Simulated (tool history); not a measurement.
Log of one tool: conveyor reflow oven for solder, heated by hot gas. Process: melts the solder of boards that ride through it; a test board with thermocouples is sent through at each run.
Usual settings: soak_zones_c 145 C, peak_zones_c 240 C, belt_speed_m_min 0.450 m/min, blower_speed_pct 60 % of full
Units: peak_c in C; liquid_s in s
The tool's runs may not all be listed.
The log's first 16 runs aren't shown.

run,hour,soak_zones_c,peak_zones_c,belt_speed_m_min,blower_speed_pct,hours of work since the flux was cleaned out,hours of work since the belt drive was overhauled,hours of work since the thermocouples were changed,peak_c,liquid_s
17,133.9,145,249,0.460,60,125,220,194,223.7,65.2
18,146.0,134,249,0.367,60,131,226,200,229.8,83.4
19,155.3,148,249,0.367,60,135,231,205,232.1,89.4
20,165.4,137,252,0.531,81,140,236,210,226.9,55.6
21,175.1,137,252,0.480,73,145,241,215,227.8,62.5
22,186.6,131,237,0.525,67,151,247,221,208.2,40.0
23,192.7,131,242,0.525,83,154,250,224,218.4,48.8
24,202.9,153,237,0.519,58,159,255,229,210.8,49.6
25,212.5,145,240,0.460,60,164,260,233,216.6,59.4
26,221.9,140,244,0.370,60,168,264,238,227.0,82.1
27,233.8,159,244,0.370,60,174,270,244,229.9,93.2
28,243.4,145,230,0.536,78,179,275,249,210.0,45.3
29,248.7,137,240,0.450,63,182,278,251,216.3,58.1
30,258.9,137,240,0.387,77,187,283,256,226.5,77.0

4 ways to go on from here, each from the tool as it stands after run 30. What would each give?
A,264.9,159,240,0.405,51,190,286,259,?,?
B,264.9,151,241,0.450,60,190,286,259,?,?
C,264.9,137,240,0.374,77,190,286,259,?,?
D,264.9,137,240,0.387,56,190,286,259,?,?

run,peak_c,liquid_s
A,220.8,77.8
B,219.6,65.3
C,227.5,80.9
D,219.5,69.9
Without the tool's hidden state the same runs would have given:
run,peak_c,liquid_s
A,220.9,77.8
B,219.6,65.3
C,227.6,81.0
D,219.6,70.0
